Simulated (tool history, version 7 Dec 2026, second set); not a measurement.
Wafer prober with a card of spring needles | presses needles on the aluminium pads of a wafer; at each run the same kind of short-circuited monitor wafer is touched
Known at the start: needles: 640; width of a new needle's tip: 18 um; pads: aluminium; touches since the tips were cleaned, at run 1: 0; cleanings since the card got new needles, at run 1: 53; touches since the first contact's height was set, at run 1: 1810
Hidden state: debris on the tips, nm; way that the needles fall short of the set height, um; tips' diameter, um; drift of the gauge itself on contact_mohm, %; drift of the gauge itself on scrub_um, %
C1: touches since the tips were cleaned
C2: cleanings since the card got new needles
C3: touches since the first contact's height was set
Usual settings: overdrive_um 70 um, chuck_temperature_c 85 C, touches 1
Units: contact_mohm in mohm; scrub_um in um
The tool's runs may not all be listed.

run 1 hour=0 | overdrive_um=70 chuck_temperature_c=85 touches=1 | C1=0 C2=53 C3=1810 | contact_mohm=172 scrub_um=18.55
-- hour=4.7 tips cleaned on abrasive film
-- hour=9.5 tips cleaned on abrasive film
-- hour=15.4 tips cleaned on abrasive film
-- hour=20.1 tips cleaned on abrasive film
-- hour=26.1 tips cleaned on abrasive film
-- hour=32 tips cleaned on abrasive film
-- hour=36.7 tips cleaned on abrasive film
-- hour=41.5 tips cleaned on abrasive film
-- hour=46.2 tips cleaned on abrasive film
run 2 hour=49.9 | overdrive_um=70 chuck_temperature_c=85 touches=1 | C1=2250 C2=62 C3=31641 | contact_mohm=173 scrub_um=18.35
-- hour=51.2 tips cleaned on abrasive film
-- hour=57.1 tips cleaned on abrasive film
-- hour=61.8 tips cleaned on abrasive film
-- hour=67.7 tips cleaned on abrasive film
-- hour=73.6 tips cleaned on abrasive film
-- hour=79.5 tips cleaned on abrasive film
-- hour=84.3 tips cleaned on abrasive film
-- hour=90.2 tips cleaned on abrasive film
-- hour=96.1 tips cleaned on abrasive film
-- hour=100.8 tips cleaned on abrasive film
-- hour=105.6 tips cleaned on abrasive film
-- hour=111.5 tips cleaned on abrasive film
-- hour=116.2 tips cleaned on abrasive film
run 3 hour=119.2 | overdrive_um=70 chuck_temperature_c=85 touches=1 | C1=1774 C2=75 C3=73021 | contact_mohm=172 scrub_um=18.76
-- hour=121.6 tips cleaned on abrasive film
-- hour=126.3 tips cleaned on abrasive film
-- hour=131.1 tips cleaned on abrasive film
-- hour=135.8 tips cleaned on abrasive film
-- hour=141.7 tips cleaned on abrasive film
-- hour=146.5 tips cleaned on abrasive film
-- hour=151.2 tips cleaned on abrasive film
-- hour=156 tips cleaned on abrasive film
-- hour=160.7 tips cleaned on abrasive film
run 4 hour=160.7 | overdrive_um=70 chuck_temperature_c=85 touches=1 | C1=14 C2=84 C3=97787 | contact_mohm=172 scrub_um=18.54
-- hour=165.6 tips cleaned on abrasive film
-- hour=170.3 tips cleaned on abrasive film
-- hour=175 tips cleaned on abrasive film
-- hour=181 tips cleaned on abrasive film
-- hour=186.9 tips cleaned on abrasive film
-- hour=191.6 tips cleaned on abrasive film
-- hour=197.5 tips cleaned on abrasive film
-- hour=203.4 tips cleaned on abrasive film
-- hour=209.3 tips cleaned on abrasive film
-- hour=215.2 tips cleaned on abrasive film
-- hour=220 tips cleaned on abrasive film
-- hour=225.9 tips cleaned on abrasive film
-- hour=231.8 tips cleaned on abrasive film
-- hour=236.5 tips cleaned on abrasive film
run 5 hour=238.2 | overdrive_um=70 chuck_temperature_c=85 touches=1 | C1=1022 C2=98 C3=144114 | contact_mohm=172 scrub_um=18.63
-- hour=241.8 tips cleaned on abrasive film
-- hour=247.7 tips cleaned on abrasive film
-- hour=252.5 tips cleaned on abrasive film
-- hour=258.4 tips cleaned on abrasive film
-- hour=264.3 tips cleaned on abrasive film
-- hour=269 tips cleaned on abrasive film
-- hour=273.8 tips cleaned on abrasive film
-- hour=278.7 height of the first contact set anew
-- hour=280 tips cleaned on abrasive film
-- hour=284.7 tips cleaned on abrasive film
-- hour=290.6 tips cleaned on abrasive film
-- hour=295.4 tips cleaned on abrasive film
-- hour=301.3 tips cleaned on abrasive film
-- hour=306 tips cleaned on abrasive film
-- hour=311.9 tips cleaned on abrasive film
-- hour=317.8 tips cleaned on abrasive film
run 6 hour=321.9 | overdrive_um=70 chuck_temperature_c=85 touches=1 | C1=2470 C2=113 C3=25809 | contact_mohm=173 scrub_um=18.4
-- hour=323.2 tips cleaned on abrasive film
-- hour=327.9 tips cleaned on abrasive film
-- hour=332.7 tips cleaned on abrasive film
-- hour=337.4 tips cleaned on abrasive film
-- hour=342.2 tips cleaned on abrasive film
-- hour=346.9 tips cleaned on abrasive film
-- hour=352.8 tips cleaned on abrasive film
-- hour=357.6 tips cleaned on abrasive film
-- hour=363.5 tips cleaned on abrasive film
-- hour=369.4 tips cleaned on abrasive film
-- hour=375.3 tips cleaned on abrasive film
-- hour=381.2 tips cleaned on abrasive film
-- hour=387.1 tips cleaned on abrasive film
run 7 hour=389.5 | overdrive_um=81 chuck_temperature_c=85 touches=1 | C1=1438 C2=126 C3=66142 | contact_mohm=170 scrub_um=21.59
-- hour=391.9 tips cleaned on abrasive film
-- hour=396.6 tips cleaned on abrasive film
-- hour=401.4 tips cleaned on abrasive film
-- hour=406.1 tips cleaned on abrasive film
-- hour=410.8 tips cleaned on abrasive film
-- hour=416.7 tips cleaned on abrasive film
-- hour=421.5 tips cleaned on abrasive film
-- hour=426.2 tips cleaned on abrasive film
-- hour=431 tips cleaned on abrasive film
-- hour=435.7 tips cleaned on abrasive film
-- hour=440.5 tips cleaned on abrasive film
-- hour=446.4 tips cleaned on abrasive film
-- hour=452.3 tips cleaned on abrasive film
-- hour=457 tips cleaned on abrasive film
-- hour=461.8 tips cleaned on abrasive film
run 8 hour=465.5 | overdrive_um=70 chuck_temperature_c=85 touches=1 | C1=2237 C2=141 C3=111508 | contact_mohm=175 scrub_um=18.51
-- hour=466.7 tips cleaned on abrasive film
-- hour=471.5 tips cleaned on abrasive film
-- hour=477.4 tips cleaned on abrasive film
-- hour=483.3 tips cleaned on abrasive film
-- hour=488 tips cleaned on abrasive film
-- hour=493.9 tips cleaned on abrasive film
-- hour=498.7 tips cleaned on abrasive film
-- hour=504.6 tips cleaned on abrasive film
run 9 hour=508.6 | overdrive_um=77 chuck_temperature_c=25 touches=1 | C1=2429 C2=149 C3=137276 | contact_mohm=158 scrub_um=20.44
-- hour=509.8 tips cleaned on abrasive film
-- hour=515.8 tips cleaned on abrasive film
-- hour=521.7 tips cleaned on abrasive film
-- hour=526.4 tips cleaned on abrasive film
-- hour=531.2 tips cleaned on abrasive film
-- hour=535.9 tips cleaned on abrasive film
-- hour=540.6 tips cleaned on abrasive film
-- hour=545.4 tips cleaned on abrasive film
-- hour=550.1 tips cleaned on abrasive film
-- hour=556 tips cleaned on abrasive film
-- hour=560.8 tips cleaned on abrasive film
-- hour=561.1 height of the first contact set anew
-- hour=565.8 tips cleaned on abrasive film
-- hour=571.7 tips cleaned on abrasive film
-- hour=576.5 tips cleaned on abrasive film
run 10 hour=577.6 | overdrive_um=55 chuck_temperature_c=25 touches=2 | C1=663 C2=163 C3=9857 | contact_mohm=162 scrub_um=14.64
-- hour=582.3 tips cleaned on abrasive film
-- hour=587.1 tips cleaned on abrasive film
-- hour=591.8 tips cleaned on abrasive film
-- hour=596.6 tips cleaned on abrasive film
-- hour=602.5 tips cleaned on abrasive film
-- hour=607.2 tips cleaned on abrasive film
-- hour=613.1 tips cleaned on abrasive film
-- hour=617.9 tips cleaned on abrasive film
-- hour=623.8 tips cleaned on abrasive film
-- hour=628.5 tips cleaned on abrasive film
-- hour=633.3 tips cleaned on abrasive film
-- hour=639.2 tips cleaned on abrasive film
-- hour=643.9 tips cleaned on abrasive film
-- hour=648.7 tips cleaned on abrasive film
-- hour=653.4 tips cleaned on abrasive film
-- hour=659.3 tips cleaned on abrasive film
run 11 hour=660.5 | overdrive_um=71 chuck_temperature_c=73 touches=1 | C1=700 C2=179 C3=59353 | contact_mohm=168 scrub_um=18.85
-- hour=665.2 tips cleaned on abrasive film
-- hour=671.1 tips cleaned on abrasive film
-- hour=677 tips cleaned on abrasive film
-- hour=681.8 tips cleaned on abrasive film
-- hour=686.5 tips cleaned on abrasive film
-- hour=691.3 tips cleaned on abrasive film
-- hour=697.2 tips cleaned on abrasive film
-- hour=701.9 tips cleaned on abrasive film
-- hour=706.7 tips cleaned on abrasive film
-- hour=711.4 tips cleaned on abrasive film
-- hour=717.3 tips cleaned on abrasive film
run 12 hour=721.1 | overdrive_um=71 chuck_temperature_c=82 touches=1 | C1=2279 C2=190 C3=95577 | contact_mohm=174 scrub_um=18.91
-- hour=722.3 tips cleaned on abrasive film
-- hour=728.2 tips cleaned on abrasive film
-- hour=734.2 tips cleaned on abrasive film
-- hour=738.9 tips cleaned on abrasive film
-- hour=743.6 tips cleaned on abrasive film
-- hour=748.4 tips cleaned on abrasive film
-- hour=754.3 tips cleaned on abrasive film
-- hour=760.2 tips cleaned on abrasive film
-- hour=766 tips cleaned on abrasive film
run 13 hour=766 | overdrive_um=70 chuck_temperature_c=103 touches=1 | C1=0 C2=199 C3=122385 | contact_mohm=176 scrub_um=18.34
-- hour=770.8 tips cleaned on abrasive film
-- hour=775.5 tips cleaned on abrasive film
-- hour=780.2 tips cleaned on abrasive film
-- hour=785 tips cleaned on abrasive film
-- hour=790.9 tips cleaned on abrasive film
-- hour=796.8 tips cleaned on abrasive film
-- hour=802.7 tips cleaned on abrasive film
-- hour=808.6 tips cleaned on abrasive film
-- hour=814.5 tips cleaned on abrasive film
-- hour=819.3 tips cleaned on abrasive film
-- hour=825.2 tips cleaned on abrasive film
-- hour=829.9 tips cleaned on abrasive film
-- hour=835.8 tips cleaned on abrasive film
-- hour=840.6 tips cleaned on abrasive film
-- hour=843.1 height of the first contact set anew
run 14 hour=843.1 | overdrive_um=70 chuck_temperature_c=103 touches=1 | C1=1379 C2=213 C3=0 | contact_mohm=174 scrub_um=18.17
-- hour=846.7 tips cleaned on abrasive film
-- hour=851.5 tips cleaned on abrasive film
-- hour=856.2 tips cleaned on abrasive film
-- hour=861 tips cleaned on abrasive film
-- hour=865.7 tips cleaned on abrasive film
-- hour=871.6 tips cleaned on abrasive film
-- hour=877.5 tips cleaned on abrasive film
-- hour=882.3 tips cleaned on abrasive film
-- hour=888.2 tips cleaned on abrasive film
-- hour=894.1 tips cleaned on abrasive film
-- hour=900 tips cleaned on abrasive film
-- hour=905.9 tips cleaned on abrasive film
-- hour=911.8 tips cleaned on abrasive film
-- hour=916.6 tips cleaned on abrasive film
run 15 hour=918.7 | overdrive_um=70 chuck_temperature_c=103 touches=1 | C1=1276 C2=227 C3=45123 | contact_mohm=176 scrub_um=18.51
-- hour=922.2 tips cleaned on abrasive film
-- hour=928.2 tips cleaned on abrasive film
-- hour=932.9 tips cleaned on abrasive film
-- hour=938.8 tips cleaned on abrasive film
-- hour=943.6 tips cleaned on abrasive film
-- hour=949.5 tips cleaned on abrasive film
-- hour=954.2 tips cleaned on abrasive film
-- hour=960.1 tips cleaned on abrasive film
-- hour=964.9 tips cleaned on abrasive film
-- hour=969.6 tips cleaned on abrasive film
-- hour=974.4 tips cleaned on abrasive film
-- hour=980.3 tips cleaned on abrasive film
run 16 hour=984.1 | overdrive_um=70 chuck_temperature_c=103 touches=3 | C1=2345 C2=239 C3=84243 | contact_mohm=176 scrub_um=18.38

4 ways to go on from here, each from the tool as it stands after run 16. What would each give?
-- hour=985.4 tips cleaned on abrasive film
-- hour=990.1 tips cleaned on abrasive film
-- hour=994.9 tips cleaned on abrasive film
-- hour=999.6 tips cleaned on abrasive film
-- hour=1004.4 tips cleaned on abrasive film
-- hour=1010.3 tips cleaned on abrasive film
-- hour=1016.2 tips cleaned on abrasive film
-- hour=1022.1 tips cleaned on abrasive film
run A hour=1023.5 | overdrive_um=63 chuck_temperature_c=32 touches=2 | C1=853 C2=247 C3=107728 | contact_mohm=? scrub_um=?
-- hour=985.4 tips cleaned on abrasive film
-- hour=990.1 tips cleaned on abrasive film
-- hour=994.9 tips cleaned on abrasive film
-- hour=999.6 tips cleaned on abrasive film
-- hour=1004.4 tips cleaned on abrasive film
-- hour=1010.3 tips cleaned on abrasive film
-- hour=1016.2 tips cleaned on abrasive film
-- hour=1022.1 tips cleaned on abrasive film
run B hour=1023.5 | overdrive_um=50 chuck_temperature_c=45 touches=2 | C1=853 C2=247 C3=107728 | contact_mohm=? scrub_um=?
-- hour=985.4 tips cleaned on abrasive film
-- hour=990.1 tips cleaned on abrasive film
-- hour=994.9 tips cleaned on abrasive film
-- hour=999.6 tips cleaned on abrasive film
-- hour=1004.4 tips cleaned on abrasive film
-- hour=1010.3 tips cleaned on abrasive film
-- hour=1016.2 tips cleaned on abrasive film
-- hour=1022.1 tips cleaned on abrasive film
run C hour=1023.5 | overdrive_um=70 chuck_temperature_c=46 touches=1 | C1=853 C2=247 C3=107728 | contact_mohm=? scrub_um=?
-- hour=985.4 tips cleaned on abrasive film
-- hour=990.1 tips cleaned on abrasive film
-- hour=994.9 tips cleaned on abrasive film
-- hour=999.6 tips cleaned on abrasive film
-- hour=1004.4 tips cleaned on abrasive film
-- hour=1010.3 tips cleaned on abrasive film
-- hour=1016.2 tips cleaned on abrasive film
-- hour=1022.1 tips cleaned on abrasive film
run D hour=1023.5 | overdrive_um=70 chuck_temperature_c=32 touches=1 | C1=853 C2=247 C3=107728 | contact_mohm=? scrub_um=?

run=A contact_mohm=164 scrub_um=16.6
run=B contact_mohm=169 scrub_um=13.18
run=C contact_mohm=164 scrub_um=18.72
run=D contact_mohm=163 scrub_um=18.75
Without the tool's hidden state the same runs would have given:
run=A contact_mohm=164 scrub_um=16.61
run=B contact_mohm=169 scrub_um=13.19
run=C contact_mohm=164 scrub_um=18.73
run=D contact_mohm=163 scrub_um=18.76
